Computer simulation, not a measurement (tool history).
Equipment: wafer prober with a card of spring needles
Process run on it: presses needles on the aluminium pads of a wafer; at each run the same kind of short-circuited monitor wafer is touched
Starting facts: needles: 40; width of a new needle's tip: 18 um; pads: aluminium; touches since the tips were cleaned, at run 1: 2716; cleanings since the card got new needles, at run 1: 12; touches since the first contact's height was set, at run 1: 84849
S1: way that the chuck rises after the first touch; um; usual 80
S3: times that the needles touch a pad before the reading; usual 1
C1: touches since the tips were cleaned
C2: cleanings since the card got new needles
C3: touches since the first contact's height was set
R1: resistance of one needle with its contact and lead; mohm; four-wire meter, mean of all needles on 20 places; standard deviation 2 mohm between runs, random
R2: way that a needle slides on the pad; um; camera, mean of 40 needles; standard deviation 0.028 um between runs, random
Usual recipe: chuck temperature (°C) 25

{"run": 1, "hour": 0.0, "S1": 80, "chuck temperature (°C)": 25, "S3": 1, "C1": 2716, "C2": 12, "C3": 84849, "R1": 248, "R2": 16.42}
{"hour": 8.2, "done": "tips cleaned on abrasive film"}
{"run": 2, "hour": 12.6, "S1": 80, "chuck temperature (°C)": 51, "S3": 1, "C1": 2010, "C2": 13, "C3": 90530, "R1": 248, "R2": 16.44}
{"run": 3, "hour": 20.2, "S1": 80, "chuck temperature (°C)": 51, "S3": 1, "C1": 5489, "C2": 13, "C3": 94009, "R1": 259, "R2": 16.43}
{"hour": 21.4, "done": "tips cleaned on abrasive film"}
{"run": 4, "hour": 27.2, "S1": 80, "chuck temperature (°C)": 51, "S3": 1, "C1": 2604, "C2": 14, "C3": 97113, "R1": 251, "R2": 16.36}
{"hour": 34.9, "done": "tips cleaned on abrasive film"}
{"hour": 35.2, "done": "height of the first contact set anew"}
{"run": 5, "hour": 42.0, "S1": 80, "chuck temperature (°C)": 51, "S3": 1, "C1": 3079, "C2": 15, "C3": 3079, "R1": 245, "R2": 16.72}
{"hour": 48.6, "done": "tips cleaned on abrasive film"}
{"run": 6, "hour": 55.1, "S1": 87, "chuck temperature (°C)": 25, "S3": 1, "C1": 2974, "C2": 16, "C3": 8999, "R1": 240, "R2": 18.16}
{"hour": 62.1, "done": "tips cleaned on abrasive film"}
{"run": 7, "hour": 62.1, "S1": 87, "chuck temperature (°C)": 25, "S3": 1, "C1": 0, "C2": 17, "C3": 12126, "R1": 227, "R2": 18.07}
{"run": 8, "hour": 73.1, "S1": 80, "chuck temperature (°C)": 25, "S3": 2, "C1": 4981, "C2": 17, "C3": 17107, "R1": 237, "R2": 16.63}
{"hour": 75.6, "done": "tips cleaned on abrasive film"}
{"run": 9, "hour": 80.0, "S1": 80, "chuck temperature (°C)": 25, "S3": 2, "C1": 1990, "C2": 18, "C3": 20221, "R1": 234, "R2": 16.69}
{"hour": 88.9, "done": "tips cleaned on abrasive film"}
{"run": 10, "hour": 93.9, "S1": 80, "chuck temperature (°C)": 25, "S3": 2, "C1": 2289, "C2": 19, "C3": 26504, "R1": 235, "R2": 16.56}
{"hour": 102.1, "done": "tips cleaned on abrasive film"}
{"run": 11, "hour": 108.6, "S1": 80, "chuck temperature (°C)": 25, "S3": 2, "C1": 2968, "C2": 20, "C3": 33139, "R1": 240, "R2": 16.64}
{"hour": 115.2, "done": "tips cleaned on abrasive film"}
{"run": 12, "hour": 117.4, "S1": 80, "chuck temperature (°C)": 25, "S3": 2, "C1": 1009, "C2": 21, "C3": 37088, "R1": 235, "R2": 16.58}
{"hour": 128.3, "done": "tips cleaned on abrasive film"}
{"run": 13, "hour": 128.3, "S1": 64, "chuck temperature (°C)": 25, "S3": 2, "C1": 0, "C2": 22, "C3": 41997, "R1": 226, "R2": 13.17}
{"run": 14, "hour": 137.9, "S1": 64, "chuck temperature (°C)": 25, "S3": 2, "C1": 4368, "C2": 22, "C3": 46365, "R1": 248, "R2": 13.15}
{"hour": 141.6, "done": "tips cleaned on abrasive film"}
{"run": 15, "hour": 150.3, "S1": 86, "chuck temperature (°C)": 26, "S3": 1, "C1": 3982, "C2": 23, "C3": 51965, "R1": 246, "R2": 17.77}
{"hour": 155.3, "done": "tips cleaned on abrasive film"}
{"run": 16, "hour": 161.9, "S1": 99, "chuck temperature (°C)": 26, "S3": 1, "C1": 2991, "C2": 24, "C3": 57196, "R1": 237, "R2": 20.46}
{"hour": 168.5, "done": "tips cleaned on abrasive film"}
{"run": 17, "hour": 169.8, "S1": 99, "chuck temperature (°C)": 26, "S3": 1, "C1": 605, "C2": 25, "C3": 60743, "R1": 229, "R2": 20.43}
{"hour": 182.5, "done": "tips cleaned on abrasive film"}
{"run": 18, "hour": 184.4, "S1": 74, "chuck temperature (°C)": 112, "S3": 1, "C1": 874, "C2": 26, "C3": 67336, "R1": 257, "R2": 15.24}
{"hour": 195.7, "done": "tips cleaned on abrasive film"}
{"run": 19, "hour": 199.2, "S1": 80, "chuck temperature (°C)": 57, "S3": 2, "C1": 1616, "C2": 27, "C3": 74015, "R1": 239, "R2": 16.46}
{"hour": 209.0, "done": "tips cleaned on abrasive film"}
{"run": 20, "hour": 213.2, "S1": 93, "chuck temperature (°C)": 59, "S3": 2, "C1": 1916, "C2": 28, "C3": 80339, "R1": 239, "R2": 19.09}
{"hour": 222.3, "done": "tips cleaned on abrasive film"}
{"run": 21, "hour": 224.9, "S1": 75, "chuck temperature (°C)": 60, "S3": 2, "C1": 1158, "C2": 29, "C3": 85584, "R1": 236, "R2": 15.33}
{"run": 22, "hour": 231.4, "S1": 75, "chuck temperature (°C)": 60, "S3": 2, "C1": 4133, "C2": 29, "C3": 88559, "R1": 248, "R2": 15.36}
{"hour": 235.4, "done": "tips cleaned on abrasive film"}
{"run": 23, "hour": 240.8, "S1": 66, "chuck temperature (°C)": 25, "S3": 2, "C1": 2487, "C2": 30, "C3": 92808, "R1": 240, "R2": 13.43}
{"hour": 248.4, "done": "tips cleaned on abrasive film"}
{"run": 24, "hour": 248.4, "S1": 66, "chuck temperature (°C)": 25, "S3": 2, "C1": 0, "C2": 31, "C3": 96221, "R1": 226, "R2": 13.43}
{"hour": 258.4, "done": "height of the first contact set anew"}
{"run": 25, "hour": 260.5, "S1": 60, "chuck temperature (°C)": 53, "S3": 1, "C1": 5362, "C2": 31, "C3": 972, "R1": 279, "R2": 12.5}
{"hour": 262.7, "done": "tips cleaned on abrasive film"}
{"run": 26, "hour": 272.4, "S1": 80, "chuck temperature (°C)": 25, "S3": 2, "C1": 4407, "C2": 32, "C3": 6335, "R1": 239, "R2": 16.69}

Results per run with the tool's hidden condition removed, run-to-run variation unchanged:
The hidden state here: debris on the tips, nm; way that the needles fall short of the set height, um; tips' diameter, um; drift of the gauge itself on contact_mohm, %; drift of the gauge itself on scrub_um, %.
run=1 R1=225 R2=16.69
run=2 R1=229 R2=16.74
run=3 R1=227 R2=16.73
run=4 R1=228 R2=16.69
run=5 R1=223 R2=16.72
run=6 R1=219 R2=18.19
run=7 R1=223 R2=18.12
run=8 R1=219 R2=16.68
run=9 R1=223 R2=16.76
run=10 R1=224 R2=16.66
run=11 R1=226 R2=16.76
run=12 R1=227 R2=16.73
run=13 R1=222 R2=13.35
run=14 R1=222 R2=13.33
run=15 R1=221 R2=17.96
run=16 R1=220 R2=20.67
run=17 R1=222 R2=20.66
run=18 R1=245 R2=15.49
run=19 R1=229 R2=16.73
run=20 R1=230 R2=19.39
run=21 R1=228 R2=15.65
run=22 R1=229 R2=15.68
run=23 R1=222 R2=13.77
run=24 R1=224 R2=13.8
run=25 R1=228 R2=12.5
run=26 R1=222 R2=16.72
